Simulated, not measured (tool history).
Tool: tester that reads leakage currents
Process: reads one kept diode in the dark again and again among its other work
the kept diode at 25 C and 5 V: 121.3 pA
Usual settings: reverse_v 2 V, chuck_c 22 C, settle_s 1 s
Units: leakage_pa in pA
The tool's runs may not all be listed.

run	hour	reverse_v	chuck_c	settle_s	leakage_pa
1	0	2	22	1	71.8
2	32.3	2	22	1	71.55
3	61.1	2	22	1	71.82
4	100.1	2	22	1	71.59
5	133.8	2	22	1	71.51
6	186.7	2	22	1	71.75
7	238.5	2	38	1	215.41
8	274.7	16.25	22	1	188.45
9	310.9	2	22	1	71.46
10	343.4	4.71	22	1	104.71
11	369.6	2	22	1.16	71.49
12	402.4	2	22	1	71.95
13	455.9	2	22	1	72.22
14	496.2	2	42	1	281.13
15	550	2	42	1	279.64
16	594.7	2	42	1	280.49
17	644.6	2	22	1	72.08
# hour 650.9: probe card cleaned and baked
18	692.7	2	22	1	67.12
19	731.3	2	22	1	67.06
20	763.2	2	22	1	66.81
21	819.4	2	22	1	67.13
22	876.5	2	22	1	66.96
23	908.5	3.13	44	1.25	371.36
24	942.2	4.53	22	0.62	93.61
25	997.3	5.85	22	1	104.05
26	1044.8	14.39	37	0.86	429.77
27	1084.3	14.39	32	1.44	304.16
28	1124	14.39	32	1.44	303.1
29	1176.8	7.01	22	1.02	112.35
30	1220.6	2	22	0.34	68.16
31	1245.5	16.26	20	0.44	146.55
32	1296.6	5.52	37	0.55	291.57
33	1349.2	5.52	37	0.55	291.58
34	1389.1	4.1	28	0.32	140.45
35	1445	2	36	0.55	179.85
36	1487.3	15.32	24	9.09	183.15
37	1533.2	2.29	22	7.27	71
38	1573.4	2.04	32	7.27	138.18
39	1599.2	14.55	25	2.59	194.11
40	1649.6	14.55	25	2.59	194.67
41	1688.5	14.55	25	2.59	195.65

The same runs without the tool's hidden state, with the same run-to-run variation:
The hidden state here: stray current of the dirty probe card, pA a volt; current scale over the true one, %; true chuck temperature over the reading, C; drift of the gauge itself on leakage_pa, %.
run	leakage_pa
1	68.33
2	68.07
3	68.33
4	68.1
5	68
6	68.23
7	212.56
8	156.93
9	67.9
10	95.71
11	67.93
12	68.36
13	68.61
14	280.09
15	278.93
16	280.06
17	68.46
18	68.47
19	68.38
20	68.14
21	68.45
22	68.26
23	379.77
24	94.67
25	104.66
26	435.2
27	305.69
28	304.34
29	111.66
30	69.34
31	139
32	298.11
33	298.21
34	142.49
35	185.68
36	174.35
37	71.89
38	142.52
39	185.04
40	184.96
41	185.39
